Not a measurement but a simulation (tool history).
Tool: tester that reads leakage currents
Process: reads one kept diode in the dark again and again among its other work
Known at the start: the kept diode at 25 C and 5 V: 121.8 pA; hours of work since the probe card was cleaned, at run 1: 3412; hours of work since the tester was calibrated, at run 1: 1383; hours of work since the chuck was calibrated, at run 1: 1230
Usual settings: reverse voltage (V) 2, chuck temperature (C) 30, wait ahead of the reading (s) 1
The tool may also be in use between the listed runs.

run,day,reverse voltage (V),chuck temperature (C),wait ahead of the reading (s),hours of work since the probe card was cleaned,hours of work since the tester was calibrated,hours of work since the chuck was calibrated,current that the tester gives (pA)
1,0,2,30,1,3412,1383,1230,125.56
2,4.471,7.42,30,1,3487,1457,1304,264.82
3,7.342,2,23,1,3535,1505,1352,70.64
4,13.688,2,36,1,3641,1611,1458,207.18
5,20.525,2,36,1,3755,1726,1573,208.84
# day 21.362: probe card cleaned and baked
6,25.35,2,36,1,67,1804,1651,203.99
7,30.888,2,30,1,159,1897,1744,124.49
8,36.258,1.46,30,1,249,1987,1834,104.97
9,43.062,1.46,30,1.1,363,2100,1947,105.56
# day 45.779: chuck's temperature calibrated
10,47.125,1.46,30,1.1,429,2167,22,95.41
11,53.3,2,30,1,532,2270,126,114.72
12,58.017,2,30,1,611,2349,205,114.57
13,63.708,2,30,1,706,2444,300,116.12
14,68.633,2,30,2.63,789,2526,382,116.66
15,74.621,2,30,2.63,889,2626,482,116.77
16,79.083,2,30,2.63,963,2701,557,117.02
17,85.825,2,30,2.63,1076,2814,669,118.72
18,88.738,2,30,0.85,1125,2862,718,118.75
19,91.633,2,30,1,1173,2911,766,119.38
20,97.604,2,30,1,1273,3011,866,119.96
21,102.6,2,30,1,1356,3094,950,120.5
22,105.958,17.84,33,5.61,1413,3150,1006,529.58
23,110.412,17.84,33,5.61,1487,3225,1080,531.8
24,115.771,4.83,31,3.44,1577,3314,1170,217.97
25,121.296,4.83,44,0.65,1669,3407,1262,623.04
26,125.488,2.04,22,2.32,1739,3477,1332,62.97
27,128.692,2.04,22,2.32,1793,3530,1386,63.14
28,135.125,2.25,34,2.74,1900,3638,1493,186.84
29,139.058,2,38,1,1966,3703,1559,241.81
30,145.412,2.01,46,1.5,2072,3810,1665,457.12
31,149,3.5,25,1.62,2132,3870,1725,113.81
32,152.808,2,30,3.75,2196,3933,1789,127.3
33,159.3,9.19,30,0.66,2304,4042,1897,302.86
34,162.075,9.19,30,0.66,2351,4088,1944,302.75
# day 165.154: chuck's temperature calibrated
35,165.154,9.19,30,3.81,2401,4138,0,275.05
36,171.212,2.83,20,3.12,2502,4240,101,60.79
37,177.612,2.83,20,3.12,2609,4346,208,61.33
38,182.492,2.83,20,3.12,2690,4428,290,61.91
39,185.396,2.83,20,3.12,2739,4477,338,62.05
40,189.379,3.02,25,1,2806,4543,405,99.75

How would selected steps in current that the tester gives (pA) from run to run divide? Give the signed amount a tool lacking its hidden state would still show from settings, what came in and random variation, and the signed amount left for the hidden state, including any gauge scatter that is not in both of the compared results.
Hidden state present: stray current of the dirty probe card, pA a volt; current scale over the true one, %; true chuck temperature over the reading, C; drift of the gauge itself on leakage_pa, %.
Run 21 -> 22: reverse voltage (V) 2 -> 17.84, chuck temperature (C) 30 -> 33, wait ahead of the reading (s) 1 -> 5.61. current that the tester gives (pA) +409.08: hidden state +30.04, all else +379.04.
Run 24 -> 25: chuck temperature (C) 31 -> 44, wait ahead of the reading (s) 3.44 -> 0.65. current that the tester gives (pA) +405.07: hidden state +20.27, all else +384.8.
Run 25 -> 26: reverse voltage (V) 4.83 -> 2.04, chuck temperature (C) 44 -> 22, wait ahead of the reading (s) 0.65 -> 2.32. current that the tester gives (pA) -560.07: hidden state -29.59, all else -530.48.
Run 34 -> 35: wait ahead of the reading (s) 0.66 -> 3.81, chuck's temperature calibrated. current that the tester gives (pA) -27.7: hidden state -27.67, all else -0.03.

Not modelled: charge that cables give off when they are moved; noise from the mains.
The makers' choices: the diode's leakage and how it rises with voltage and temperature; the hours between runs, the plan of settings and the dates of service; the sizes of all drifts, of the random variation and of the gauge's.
